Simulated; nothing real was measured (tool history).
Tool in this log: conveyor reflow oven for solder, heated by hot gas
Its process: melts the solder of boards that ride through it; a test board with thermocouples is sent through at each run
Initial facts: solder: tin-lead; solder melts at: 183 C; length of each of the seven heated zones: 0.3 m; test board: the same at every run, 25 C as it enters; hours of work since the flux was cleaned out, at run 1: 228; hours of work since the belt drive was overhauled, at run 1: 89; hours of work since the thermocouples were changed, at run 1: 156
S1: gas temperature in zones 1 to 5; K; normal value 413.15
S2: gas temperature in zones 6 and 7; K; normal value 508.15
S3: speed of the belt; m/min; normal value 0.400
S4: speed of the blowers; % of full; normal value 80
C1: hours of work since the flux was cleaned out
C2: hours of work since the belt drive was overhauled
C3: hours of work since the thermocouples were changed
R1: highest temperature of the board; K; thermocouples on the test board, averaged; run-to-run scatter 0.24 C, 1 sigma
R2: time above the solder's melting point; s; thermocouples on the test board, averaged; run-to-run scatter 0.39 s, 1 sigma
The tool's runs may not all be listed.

run 1 hour=0.0 | S1=413.15 S2=508.15 S3=0.400 S4=80 | C1=228 C2=89 C3=156 | R1=495.35 R2=72.6
run 2 hour=28.7 | S1=413.15 S2=508.15 S3=0.400 S4=80 | C1=246 C2=107 C3=174 | R1=495.25 R2=73.2
run 3 hour=65.9 | S1=413.15 S2=508.15 S3=0.400 S4=80 | C1=269 C2=131 C3=197 | R1=495.25 R2=72.3
run 4 hour=93.5 | S1=413.15 S2=508.15 S3=0.400 S4=80 | C1=287 C2=148 C3=215 | R1=494.85 R2=73.5
run 5 hour=123.6 | S1=413.15 S2=508.15 S3=0.400 S4=80 | C1=306 C2=167 C3=234 | R1=494.85 R2=72.7
run 6 hour=150.3 | S1=413.15 S2=508.15 S3=0.368 S4=80 | C1=323 C2=184 C3=251 | R1=497.25 R2=81.3
run 7 hour=192.1 | S1=413.15 S2=508.15 S3=0.368 S4=80 | C1=349 C2=210 C3=277 | R1=496.95 R2=81.8
run 8 hour=211.6 | S1=413.15 S2=508.15 S3=0.400 S4=80 | C1=361 C2=222 C3=289 | R1=494.75 R2=72.9
run 9 hour=244.7 | S1=413.15 S2=508.15 S3=0.342 S4=80 | C1=382 C2=243 C3=310 | R1=499.05 R2=89.7
run 10 hour=267.4 | S1=413.15 S2=508.15 S3=0.342 S4=80 | C1=396 C2=258 C3=324 | R1=498.55 R2=89.4
run 11 hour=303.8 | S1=413.15 S2=508.15 S3=0.342 S4=80 | C1=419 C2=281 C3=347 | R1=498.85 R2=89.5
run 12 hour=333.6 | S1=413.15 S2=508.15 S3=0.400 S4=80 | C1=438 C2=299 C3=366 | R1=494.65 R2=72.8
-- hour=358.1 flux residue cleaned out of gas plates and filters
run 13 hour=378.8 | S1=413.15 S2=508.15 S3=0.400 S4=80 | C1=13 C2=325 C3=391 | R1=497.05 R2=75.6
run 14 hour=415.3 | S1=413.15 S2=508.15 S3=0.400 S4=80 | C1=36 C2=348 C3=414 | R1=497.35 R2=75.6
run 15 hour=448.6 | S1=413.15 S2=508.15 S3=0.400 S4=80 | C1=57 C2=369 C3=435 | R1=496.95 R2=75.4
run 16 hour=491.3 | S1=402.15 S2=508.15 S3=0.338 S4=80 | C1=84 C2=396 C3=462 | R1=499.95 R2=88.2
run 17 hour=519.3 | S1=401.15 S2=508.15 S3=0.400 S4=81 | C1=102 C2=413 C3=480 | R1=495.55 R2=70.6
run 18 hour=550.6 | S1=401.15 S2=508.15 S3=0.400 S4=81 | C1=121 C2=433 C3=500 | R1=495.65 R2=69.4
run 19 hour=579.1 | S1=401.15 S2=508.15 S3=0.400 S4=81 | C1=139 C2=451 C3=518 | R1=495.55 R2=69.9
run 20 hour=606.4 | S1=401.15 S2=508.15 S3=0.400 S4=81 | C1=157 C2=468 C3=535 | R1=494.95 R2=70.4
run 21 hour=641.5 | S1=404.15 S2=501.15 S3=0.430 S4=81 | C1=179 C2=490 C3=557 | R1=487.25 R2=58.6
run 22 hour=665.5 | S1=425.15 S2=515.15 S3=0.470 S4=80 | C1=194 C2=505 C3=572 | R1=500.15 R2=70.3
run 23 hour=696.4 | S1=413.15 S2=506.15 S3=0.410 S4=53 | C1=213 C2=525 C3=592 | R1=486.75 R2=63.5
run 24 hour=721.0 | S1=402.15 S2=510.15 S3=0.333 S4=67 | C1=229 C2=540 C3=607 | R1=499.15 R2=88.5
run 25 hour=760.0 | S1=427.15 S2=509.15 S3=0.350 S4=80 | C1=253 C2=565 C3=632 | R1=502.25 R2=97.4

Expected results for the next run?
run 26 hour=787.0 | S1=427.15 S2=509.15 S3=0.447 S4=80 | C1=270 C2=582 C3=649 | R1=? R2=?

{"run 26": {"R1": 496.25, "R2": 72.5}}
The same run, on a tool lacking any hidden state, would have yielded R1 496.45 K, R2 71.5 s.

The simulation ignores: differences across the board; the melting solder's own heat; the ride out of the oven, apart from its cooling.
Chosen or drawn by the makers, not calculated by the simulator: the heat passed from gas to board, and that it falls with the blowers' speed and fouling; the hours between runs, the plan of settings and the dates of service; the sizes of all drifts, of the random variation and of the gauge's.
